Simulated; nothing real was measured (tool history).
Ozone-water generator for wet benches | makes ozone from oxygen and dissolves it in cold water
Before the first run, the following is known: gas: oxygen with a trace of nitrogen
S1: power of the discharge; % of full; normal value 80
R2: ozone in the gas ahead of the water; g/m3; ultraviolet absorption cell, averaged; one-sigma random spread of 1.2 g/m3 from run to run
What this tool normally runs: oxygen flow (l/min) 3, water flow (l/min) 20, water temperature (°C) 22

run 1 hour=0 | S1=80 oxygen_flow_(l/min)=3 water_flow_(l/min)=20 water_temperature_(°C)=22 | dissolved_ozone_(ppm)=17.2 R2=211.2
run 2 hour=17.8 | S1=80 oxygen_flow_(l/min)=3 water_flow_(l/min)=20 water_temperature_(°C)=22 | dissolved_ozone_(ppm)=16.9 R2=214.4
run 3 hour=52.3 | S1=80 oxygen_flow_(l/min)=3 water_flow_(l/min)=20 water_temperature_(°C)=22 | dissolved_ozone_(ppm)=16.7 R2=210.9
run 4 hour=81.8 | S1=80 oxygen_flow_(l/min)=3 water_flow_(l/min)=20 water_temperature_(°C)=22 | dissolved_ozone_(ppm)=17.2 R2=211.8
run 5 hour=114.5 | S1=80 oxygen_flow_(l/min)=4.92 water_flow_(l/min)=20 water_temperature_(°C)=22 | dissolved_ozone_(ppm)=17.2 R2=161.1
run 6 hour=139.9 | S1=80 oxygen_flow_(l/min)=3 water_flow_(l/min)=20 water_temperature_(°C)=22 | dissolved_ozone_(ppm)=16.8 R2=213.1
run 7 hour=170.5 | S1=80 oxygen_flow_(l/min)=4.99 water_flow_(l/min)=20 water_temperature_(°C)=22 | dissolved_ozone_(ppm)=17.2 R2=162.2
run 8 hour=204.6 | S1=80 oxygen_flow_(l/min)=4.99 water_flow_(l/min)=20 water_temperature_(°C)=22 | dissolved_ozone_(ppm)=17.1 R2=159.1
run 9 hour=234.9 | S1=80 oxygen_flow_(l/min)=4.99 water_flow_(l/min)=20 water_temperature_(°C)=22 | dissolved_ozone_(ppm)=17.4 R2=159.8
run 10 hour=252.8 | S1=80 oxygen_flow_(l/min)=1.51 water_flow_(l/min)=20 water_temperature_(°C)=22 | dissolved_ozone_(ppm)=14.9 R2=310.8
run 11 hour=284.5 | S1=80 oxygen_flow_(l/min)=1.51 water_flow_(l/min)=20 water_temperature_(°C)=22 | dissolved_ozone_(ppm)=15.1 R2=309.4
run 12 hour=300.5 | S1=80 oxygen_flow_(l/min)=3 water_flow_(l/min)=20 water_temperature_(°C)=19 | dissolved_ozone_(ppm)=17.6 R2=214.1
run 13 hour=316.5 | S1=80 oxygen_flow_(l/min)=3 water_flow_(l/min)=20 water_temperature_(°C)=19 | dissolved_ozone_(ppm)=17.7 R2=212.1
run 14 hour=352.2 | S1=80 oxygen_flow_(l/min)=3 water_flow_(l/min)=20 water_temperature_(°C)=19 | dissolved_ozone_(ppm)=17.3 R2=211.1
run 15 hour=369.3 | S1=80 oxygen_flow_(l/min)=3 water_flow_(l/min)=20 water_temperature_(°C)=19 | dissolved_ozone_(ppm)=17.8 R2=211.8
run 16 hour=403.5 | S1=80 oxygen_flow_(l/min)=2.65 water_flow_(l/min)=13 water_temperature_(°C)=22 | dissolved_ozone_(ppm)=24.3 R2=225
run 17 hour=432.2 | S1=80 oxygen_flow_(l/min)=5.3 water_flow_(l/min)=12 water_temperature_(°C)=16 | dissolved_ozone_(ppm)=26.9 R2=152.8
run 18 hour=457.4 | S1=80 oxygen_flow_(l/min)=5.3 water_flow_(l/min)=12 water_temperature_(°C)=16 | dissolved_ozone_(ppm)=26.8 R2=152.6
run 19 hour=481.6 | S1=46 oxygen_flow_(l/min)=4.48 water_flow_(l/min)=16 water_temperature_(°C)=24 | dissolved_ozone_(ppm)=14.8 R2=127.3
run 20 hour=506.7 | S1=59 oxygen_flow_(l/min)=4.09 water_flow_(l/min)=30 water_temperature_(°C)=16 | dissolved_ozone_(ppm)=10.5 R2=150.8
run 21 hour=538.8 | S1=59 oxygen_flow_(l/min)=4.09 water_flow_(l/min)=30 water_temperature_(°C)=16 | dissolved_ozone_(ppm)=10.6 R2=151.2
run 22 hour=572.3 | S1=54 oxygen_flow_(l/min)=1.72 water_flow_(l/min)=23 water_temperature_(°C)=18 | dissolved_ozone_(ppm)=11.2 R2=235
run 23 hour=604.9 | S1=54 oxygen_flow_(l/min)=3.09 water_flow_(l/min)=17 water_temperature_(°C)=18 | dissolved_ozone_(ppm)=16.7 R2=167
run 24 hour=622.4 | S1=54 oxygen_flow_(l/min)=3.09 water_flow_(l/min)=17 water_temperature_(°C)=18 | dissolved_ozone_(ppm)=16.9 R2=167.4
run 25 hour=639.9 | S1=54 oxygen_flow_(l/min)=3.09 water_flow_(l/min)=17 water_temperature_(°C)=18 | dissolved_ozone_(ppm)=16.5 R2=168.5
run 26 hour=673.6 | S1=61 oxygen_flow_(l/min)=2.83 water_flow_(l/min)=20 water_temperature_(°C)=22 | dissolved_ozone_(ppm)=14.4 R2=189.7
run 27 hour=703.3 | S1=61 oxygen_flow_(l/min)=2.83 water_flow_(l/min)=29 water_temperature_(°C)=25 | dissolved_ozone_(ppm)=9.7 R2=189.2
run 28 hour=719.2 | S1=61 oxygen_flow_(l/min)=2.83 water_flow_(l/min)=29 water_temperature_(°C)=25 | dissolved_ozone_(ppm)=9.7 R2=187.8
run 29 hour=745.7 | S1=43 oxygen_flow_(l/min)=1.89 water_flow_(l/min)=16 water_temperature_(°C)=22 | dissolved_ozone_(ppm)=14.1 R2=197.6
run 30 hour=761.7 | S1=80 oxygen_flow_(l/min)=3 water_flow_(l/min)=18 water_temperature_(°C)=14 | dissolved_ozone_(ppm)=20 R2=209.7

4 ways to go on from here, each from the tool as it stands after run 30. What would each give?
run A hour=781.7 | S1=80 oxygen_flow_(l/min)=4.89 water_flow_(l/min)=18 water_temperature_(°C)=16 | dissolved_ozone_(ppm)=? R2=?
run B hour=781.7 | S1=80 oxygen_flow_(l/min)=3 water_flow_(l/min)=27 water_temperature_(°C)=14 | dissolved_ozone_(ppm)=? R2=?
run C hour=781.7 | S1=95 oxygen_flow_(l/min)=3 water_flow_(l/min)=27 water_temperature_(°C)=25 | dissolved_ozone_(ppm)=? R2=?
run D hour=781.7 | S1=80 oxygen_flow_(l/min)=3 water_flow_(l/min)=25 water_temperature_(°C)=14 | dissolved_ozone_(ppm)=? R2=?

run=A dissolved_ozone_(ppm)=20.3 R2=160.6
run=B dissolved_ozone_(ppm)=13.2 R2=210.2
run=C dissolved_ozone_(ppm)=13.3 R2=233.8
run=D dissolved_ozone_(ppm)=14.3 R2=209.1
Stripped of hidden state, with their random variation kept, the same runs would have yielded:
run=A dissolved_ozone_(ppm)=21.2 R2=163.9
run=B dissolved_ozone_(ppm)=13.8 R2=214.6
run=C dissolved_ozone_(ppm)=14 R2=239
run=D dissolved_ozone_(ppm)=15 R2=213.4
